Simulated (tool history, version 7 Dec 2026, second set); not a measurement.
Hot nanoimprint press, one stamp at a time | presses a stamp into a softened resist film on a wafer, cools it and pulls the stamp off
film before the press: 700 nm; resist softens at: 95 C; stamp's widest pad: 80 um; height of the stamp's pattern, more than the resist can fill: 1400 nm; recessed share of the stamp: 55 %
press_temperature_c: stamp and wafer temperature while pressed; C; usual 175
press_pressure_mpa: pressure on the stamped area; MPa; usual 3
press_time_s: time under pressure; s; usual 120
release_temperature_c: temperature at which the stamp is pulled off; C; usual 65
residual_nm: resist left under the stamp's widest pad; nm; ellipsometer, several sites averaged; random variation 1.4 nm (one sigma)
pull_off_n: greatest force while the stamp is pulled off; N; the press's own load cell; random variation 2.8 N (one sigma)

run,hour,press_temperature_c,press_pressure_mpa,press_time_s,release_temperature_c,residual_nm,pull_off_n
1,0,175,3,120,65,417.4,126
2,5.4,175,3,120,65,418,129
3,11.6,175,1.82,120,65,512.3,128
4,17.6,168,3,120,65,490.7,134
5,22.3,168,3,120,65,491.9,129
6,31.3,168,3,120,65,489.5,132
7,35.6,168,3,120,65,491.9,133
8,44.5,175,4.26,120,65,355.6,125
9,48.3,175,3,120,56,419,143
10,54.4,175,3,120,56,420.4,144
11,62.8,175,3,120,56,419.7,141
12,69.5,175,3,120,65,419.5,124
13,76.7,175,1.97,120,65,497.9,129
14,82.4,175,1.97,120,65,495.4,130
15,86.3,175,1.97,120,65,499.5,132
16,94.6,175,1.97,120,65,498.5,132
17,101.1,185,2.29,229,53,305.8,152
# hour 109.5: plate thermocouple calibrated
18,112,185,2.29,229,53,305,154
19,118.3,172,3.45,62,56,499.2,148
20,124,170,3.45,62,70,520,119
21,127.7,170,3.45,62,70,520.1,123
22,136.5,186,1.99,62,58,475.2,143
23,143.2,185,3.84,120,65,288.7,130
24,146.9,175,1.82,120,66,513.1,129
25,153.1,175,1.82,120,66,509.9,123
26,158.5,175,1.82,120,66,512.6,128
27,167.3,175,1.82,120,66,512.4,128
28,176.4,175,1.82,120,66,510.4,127
29,181.6,171,3.03,199,66,396.8,130

3 ways to go on from here, each from the tool as it stands after run 29. What would each give?
A,188.7,175,1.97,120,50,?,?
B,188.7,171,3,120,65,?,?
C,188.7,168,3.4,199,66,?,?

run,residual_nm,pull_off_n
A,496.9,157
B,460.6,130
C,408.9,127
Without the tool's hidden state the same runs would have given:
run,residual_nm,pull_off_n
A,496.8,156
B,460.5,129
C,408.7,126
